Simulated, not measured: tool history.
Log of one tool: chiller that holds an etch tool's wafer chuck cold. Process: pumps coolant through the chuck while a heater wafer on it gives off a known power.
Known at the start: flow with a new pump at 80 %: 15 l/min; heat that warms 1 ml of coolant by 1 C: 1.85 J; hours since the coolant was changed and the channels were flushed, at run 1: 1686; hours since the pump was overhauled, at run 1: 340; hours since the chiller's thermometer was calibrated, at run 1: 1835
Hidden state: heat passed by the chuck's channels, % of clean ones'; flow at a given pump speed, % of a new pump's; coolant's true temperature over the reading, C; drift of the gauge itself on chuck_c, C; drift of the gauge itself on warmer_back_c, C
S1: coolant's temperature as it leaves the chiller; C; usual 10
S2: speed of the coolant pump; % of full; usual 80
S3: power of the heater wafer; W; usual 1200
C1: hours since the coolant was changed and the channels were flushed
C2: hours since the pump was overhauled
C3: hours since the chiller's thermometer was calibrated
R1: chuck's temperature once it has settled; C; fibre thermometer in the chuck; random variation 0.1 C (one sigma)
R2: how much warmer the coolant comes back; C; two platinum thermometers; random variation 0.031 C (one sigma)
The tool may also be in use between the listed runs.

Run 1, hour 0: usual settings; C1 1686; C2 340; C3 1835. Result: R1 17 C, R2 2.56 C.
Run 2, hour 51.2: usual settings; C1 1737; C2 392; C3 1886. Result: R1 16.9 C, R2 2.55 C.
Run 3, hour 89: usual settings; C1 1775; C2 429; C3 1924. Result: R1 17.1 C, R2 2.52 C.
Run 4, hour 132.4: usual settings; C1 1818; C2 473; C3 1967. Result: R1 16.9 C, R2 2.54 C.
Run 5, hour 156.1: usual settings; C1 1842; C2 496; C3 1991. Result: R1 17 C, R2 2.54 C.
Run 6, hour 184.4: usual settings; C1 1870; C2 525; C3 2020. Result: R1 17.1 C, R2 2.54 C.
Run 7, hour 225.8: usual settings; C1 1911; C2 566; C3 2061. Result: R1 17.2 C, R2 2.52 C.
Run 8, hour 253.9: usual settings; C1 1939; C2 594; C3 2089. Result: R1 17.1 C, R2 2.49 C.
Run 9, hour 298.1: usual settings but S3 872 W; C1 1984; C2 638; C3 2133. Result: R1 15.1 C, R2 1.79 C.
Run 10, hour 348.3: usual settings but S2 82 % of full, S3 872 W; C1 2034; C2 689; C3 2183. Result: R1 15 C, R2 1.68 C.
Run 11, hour 375.8: usual settings but S2 82 % of full, S3 872 W; C1 2061; C2 716; C3 2211. Result: R1 15.1 C, R2 1.68 C.
Run 12, hour 422.9: usual settings; C1 2109; C2 763; C3 2258. Result: R1 17 C, R2 2.45 C.
Run 13, hour 454.6: usual settings but S1 5 C; C1 2140; C2 795; C3 2290. Result: R1 12 C, R2 2.42 C.
Run 14, hour 501.6: usual settings but S1 5 C, S3 643 W; C1 2187; C2 842; C3 2337. Result: R1 8.6 C, R2 1.15 C.
Run 15, hour 557.3: usual settings but S1 15 C, S2 96 % of full, S3 606 W; C1 2243; C2 898; C3 2392. Result: R1 18.3 C, R2 0.89 C.
Run 16, hour 604.8: usual settings but S1 15 C, S2 73 % of full, S3 1582 W; C1 2290; C2 945; C3 2440. Result: R1 24.8 C, R2 3.44 C.
Run 17, hour 629: usual settings but S1 15 C, S2 68 % of full, S3 1713 W; C1 2315; C2 969; C3 2464. Result: R1 25.9 C, R2 4.13 C.
Run 18, hour 656.8: usual settings but S1 18 C, S2 68 % of full, S3 1179 W; C1 2342; C2 997; C3 2492. Result: R1 25.6 C, R2 2.73 C.
Run 19, hour 685.1: usual settings; C1 2371; C2 1025; C3 2520. Result: R1 17 C, R2 2.33 C.
Run 20, hour 730.3: usual settings; C1 2416; C2 1071; C3 2565. Result: R1 17.2 C, R2 2.32 C.
Run 21, hour 777.9: usual settings but S1 2 C, S3 1782 W; C1 2463; C2 1118; C3 2613. Result: R1 12.3 C, R2 3.57 C.
Run 22, hour 813.7: usual settings but S1 2 C, S3 1782 W; C1 2499; C2 1154; C3 2649. Result: R1 12.3 C, R2 3.52 C.
At hour 836.6: gauge calibrated.
Run 23, hour 853.6: usual settings but S1 2 C, S2 74 % of full, S3 1782 W; C1 2539; C2 1194; C3 2689. Result: R1 12.9 C, R2 4.14 C.

4 ways to go on from here, each from the tool as it stands after run 23. What would each give?
Run A, hour 888.7: usual settings but S1 8 C; C1 2574; C2 1229; C3 2724. Result: R1 ?, R2 ?.
Run B, hour 888.7: usual settings but S1 6 C, S2 68 % of full, S3 768 W; C1 2574; C2 1229; C3 2724. Result: R1 ?, R2 ?.
Run C, hour 888.7: usual settings but S1 2 C, S2 78 % of full, S3 1179 W; C1 2574; C2 1229; C3 2724. Result: R1 ?, R2 ?.
Run D, hour 888.7: usual settings but S1 2 C, S2 63 % of full, S3 695 W; C1 2574; C2 1229; C3 2724. Result: R1 ?, R2 ?.

run    R1    R2
  A  14.9  2.61
  B  10.9  1.96
  C   8.8  2.61
  D   6.7  1.85
Without the tool's hidden state the same runs would have given:
run    R1    R2
  A  14.9  2.63
  B  10.9  1.98
  C   8.8  2.63
  D   6.7  1.87
